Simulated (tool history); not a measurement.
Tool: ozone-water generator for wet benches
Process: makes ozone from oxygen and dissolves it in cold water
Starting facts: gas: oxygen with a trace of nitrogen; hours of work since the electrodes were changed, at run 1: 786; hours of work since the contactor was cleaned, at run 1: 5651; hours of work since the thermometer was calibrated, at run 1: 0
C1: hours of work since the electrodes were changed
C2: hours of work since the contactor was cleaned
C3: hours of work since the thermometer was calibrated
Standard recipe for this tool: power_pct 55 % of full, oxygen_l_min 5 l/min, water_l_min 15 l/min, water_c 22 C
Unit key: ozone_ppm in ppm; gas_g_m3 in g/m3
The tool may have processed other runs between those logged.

{"run": 1, "hour": 0.0, "power_pct": 55, "oxygen_l_min": 5, "water_l_min": 15, "water_c": 22, "C1": 786, "C2": 5651, "C3": 0, "ozone_ppm": 14.7, "gas_g_m3": 134.5}
{"run": 2, "hour": 43.3, "power_pct": 55, "oxygen_l_min": 5, "water_l_min": 15, "water_c": 22, "C1": 828, "C2": 5693, "C3": 42, "ozone_ppm": 14.4, "gas_g_m3": 133.5}
{"run": 3, "hour": 87.2, "power_pct": 55, "oxygen_l_min": 5, "water_l_min": 15, "water_c": 22, "C1": 870, "C2": 5735, "C3": 84, "ozone_ppm": 14.3, "gas_g_m3": 134.9}
{"run": 4, "hour": 121.9, "power_pct": 55, "oxygen_l_min": 5, "water_l_min": 15, "water_c": 22, "C1": 903, "C2": 5769, "C3": 117, "ozone_ppm": 14.1, "gas_g_m3": 134.3}
{"run": 5, "hour": 143.2, "power_pct": 47, "oxygen_l_min": 5, "water_l_min": 15, "water_c": 22, "C1": 924, "C2": 5789, "C3": 138, "ozone_ppm": 12.8, "gas_g_m3": 119.5}
{"run": 6, "hour": 167.9, "power_pct": 47, "oxygen_l_min": 5, "water_l_min": 15, "water_c": 22, "C1": 947, "C2": 5813, "C3": 161, "ozone_ppm": 12.7, "gas_g_m3": 121.8}
{"run": 7, "hour": 206.4, "power_pct": 55, "oxygen_l_min": 5, "water_l_min": 15, "water_c": 22, "C1": 984, "C2": 5850, "C3": 198, "ozone_ppm": 14.5, "gas_g_m3": 133.5}
{"run": 8, "hour": 231.0, "power_pct": 55, "oxygen_l_min": 5, "water_l_min": 15, "water_c": 22, "C1": 1008, "C2": 5873, "C3": 222, "ozone_ppm": 14.2, "gas_g_m3": 134}
{"run": 9, "hour": 255.7, "power_pct": 55, "oxygen_l_min": 2.75, "water_l_min": 15, "water_c": 22, "C1": 1032, "C2": 5897, "C3": 246, "ozone_ppm": 15.2, "gas_g_m3": 194.9}
{"run": 10, "hour": 293.7, "power_pct": 55, "oxygen_l_min": 5, "water_l_min": 19, "water_c": 22, "C1": 1068, "C2": 5934, "C3": 282, "ozone_ppm": 11.8, "gas_g_m3": 134.1}
{"run": 11, "hour": 331.4, "power_pct": 55, "oxygen_l_min": 5, "water_l_min": 15, "water_c": 22, "C1": 1105, "C2": 5970, "C3": 319, "ozone_ppm": 14.4, "gas_g_m3": 132.9}
{"run": 12, "hour": 359.4, "power_pct": 55, "oxygen_l_min": 5, "water_l_min": 15, "water_c": 22, "C1": 1132, "C2": 5997, "C3": 345, "ozone_ppm": 14, "gas_g_m3": 133.2}
{"hour": 374.3, "done": "contactor cleaned"}
{"run": 13, "hour": 390.2, "power_pct": 55, "oxygen_l_min": 5, "water_l_min": 15, "water_c": 22, "C1": 1157, "C2": 15, "C3": 371, "ozone_ppm": 15, "gas_g_m3": 132.4}
{"run": 14, "hour": 425.3, "power_pct": 55, "oxygen_l_min": 5, "water_l_min": 15, "water_c": 22, "C1": 1191, "C2": 49, "C3": 405, "ozone_ppm": 15, "gas_g_m3": 132.4}
{"run": 15, "hour": 460.1, "power_pct": 55, "oxygen_l_min": 5, "water_l_min": 15, "water_c": 22, "C1": 1224, "C2": 82, "C3": 438, "ozone_ppm": 15, "gas_g_m3": 133.9}
{"run": 16, "hour": 489.7, "power_pct": 55, "oxygen_l_min": 5, "water_l_min": 15, "water_c": 22, "C1": 1253, "C2": 111, "C3": 467, "ozone_ppm": 14.6, "gas_g_m3": 132.6}
{"run": 17, "hour": 516.0, "power_pct": 55, "oxygen_l_min": 5, "water_l_min": 15, "water_c": 22, "C1": 1278, "C2": 136, "C3": 492, "ozone_ppm": 15.1, "gas_g_m3": 133.1}
{"hour": 520.1, "done": "water thermometer calibrated"}
{"run": 18, "hour": 541.3, "power_pct": 55, "oxygen_l_min": 4.52, "water_l_min": 17, "water_c": 22, "C1": 1302, "C2": 160, "C3": 20, "ozone_ppm": 13.5, "gas_g_m3": 141.3}
{"run": 19, "hour": 564.9, "power_pct": 55, "oxygen_l_min": 4.52, "water_l_min": 17, "water_c": 22, "C1": 1325, "C2": 183, "C3": 43, "ozone_ppm": 13.4, "gas_g_m3": 141.8}
{"run": 20, "hour": 612.4, "power_pct": 55, "oxygen_l_min": 4.52, "water_l_min": 17, "water_c": 22, "C1": 1370, "C2": 228, "C3": 89, "ozone_ppm": 13.4, "gas_g_m3": 142.6}
{"run": 21, "hour": 659.0, "power_pct": 92, "oxygen_l_min": 2.66, "water_l_min": 17, "water_c": 22, "C1": 1415, "C2": 273, "C3": 133, "ozone_ppm": 19.6, "gas_g_m3": 276.4}
{"run": 22, "hour": 702.5, "power_pct": 92, "oxygen_l_min": 2.66, "water_l_min": 17, "water_c": 22, "C1": 1457, "C2": 315, "C3": 175, "ozone_ppm": 19.3, "gas_g_m3": 277.6}
{"run": 23, "hour": 742.8, "power_pct": 62, "oxygen_l_min": 5.89, "water_l_min": 11, "water_c": 14, "C1": 1496, "C2": 354, "C3": 214, "ozone_ppm": 22.4, "gas_g_m3": 128.9}
{"run": 24, "hour": 771.1, "power_pct": 62, "oxygen_l_min": 5.89, "water_l_min": 11, "water_c": 14, "C1": 1523, "C2": 381, "C3": 241, "ozone_ppm": 22.3, "gas_g_m3": 128}
{"hour": 788.6, "done": "water thermometer calibrated, once more"}
{"run": 25, "hour": 810.2, "power_pct": 55, "oxygen_l_min": 5, "water_l_min": 15, "water_c": 25, "C1": 1560, "C2": 418, "C3": 21, "ozone_ppm": 13.9, "gas_g_m3": 131.2}
{"run": 26, "hour": 848.6, "power_pct": 55, "oxygen_l_min": 5, "water_l_min": 15, "water_c": 25, "C1": 1597, "C2": 455, "C3": 58, "ozone_ppm": 13.7, "gas_g_m3": 133.2}
{"run": 27, "hour": 883.0, "power_pct": 55, "oxygen_l_min": 5, "water_l_min": 15, "water_c": 15, "C1": 1630, "C2": 488, "C3": 91, "ozone_ppm": 16.4, "gas_g_m3": 131.4}
{"run": 28, "hour": 930.4, "power_pct": 55, "oxygen_l_min": 5, "water_l_min": 15, "water_c": 15, "C1": 1676, "C2": 533, "C3": 136, "ozone_ppm": 16.2, "gas_g_m3": 132.2}
{"run": 29, "hour": 954.6, "power_pct": 98, "oxygen_l_min": 3.8, "water_l_min": 21, "water_c": 22, "C1": 1699, "C2": 557, "C3": 160, "ozone_ppm": 15.8, "gas_g_m3": 230.6}
{"run": 30, "hour": 990.6, "power_pct": 55, "oxygen_l_min": 6.26, "water_l_min": 15, "water_c": 26, "C1": 1733, "C2": 591, "C3": 194, "ozone_ppm": 12.7, "gas_g_m3": 113.7}
{"run": 31, "hour": 1025.6, "power_pct": 44, "oxygen_l_min": 3.07, "water_l_min": 15, "water_c": 30, "C1": 1767, "C2": 625, "C3": 228, "ozone_ppm": 12, "gas_g_m3": 153.8}
{"run": 32, "hour": 1062.6, "power_pct": 44, "oxygen_l_min": 3.07, "water_l_min": 15, "water_c": 30, "C1": 1803, "C2": 661, "C3": 263, "ozone_ppm": 11.6, "gas_g_m3": 153}
{"run": 33, "hour": 1086.0, "power_pct": 55, "oxygen_l_min": 4.78, "water_l_min": 15, "water_c": 22, "C1": 1825, "C2": 683, "C3": 286, "ozone_ppm": 14.6, "gas_g_m3": 134.4}
{"run": 34, "hour": 1106.5, "power_pct": 55, "oxygen_l_min": 4.78, "water_l_min": 15, "water_c": 22, "C1": 1845, "C2": 703, "C3": 306, "ozone_ppm": 14.7, "gas_g_m3": 134.1}

Below, some changes in ozone_ppm between adjacent runs. For each, the amount present without the hidden state too (settings, incoming material, random variation) and the amount remaining for the hidden state with gauge scatter not shared by both compared results:
Hidden state present: yield of the discharge, % of new electrodes'; contactor's efficiency, % of a clean one's; true water temperature over the reading, C; drift of the gauge itself on ozone_ppm, %; drift of the gauge itself on gas_g_m3, %.
Run 9 -> 10: oxygen_l_min 2.75 -> 5, water_l_min 15 -> 19. ozone_ppm -3.4 ppm: hidden state +0.2, all else -3.6.
Run 12 -> 13: contactor cleaned. ozone_ppm +1 ppm: hidden state +0.6, all else +0.4.
Run 20 -> 21: power_pct 55 -> 92, oxygen_l_min 4.52 -> 2.66. ozone_ppm +6.2 ppm: hidden state -0.6, all else +6.8.
Run 24 -> 25: power_pct 62 -> 55, oxygen_l_min 5.89 -> 5, water_l_min 11 -> 15, water_c 14 -> 25, water thermometer calibrated, once more. ozone_ppm -8.4 ppm: hidden state +0.5, all else -8.9.
Run 29 -> 30: power_pct 98 -> 55, oxygen_l_min 3.8 -> 6.26, water_l_min 21 -> 15, water_c 22 -> 26. ozone_ppm -3.1 ppm: hidden state +0.6, all else -3.7.
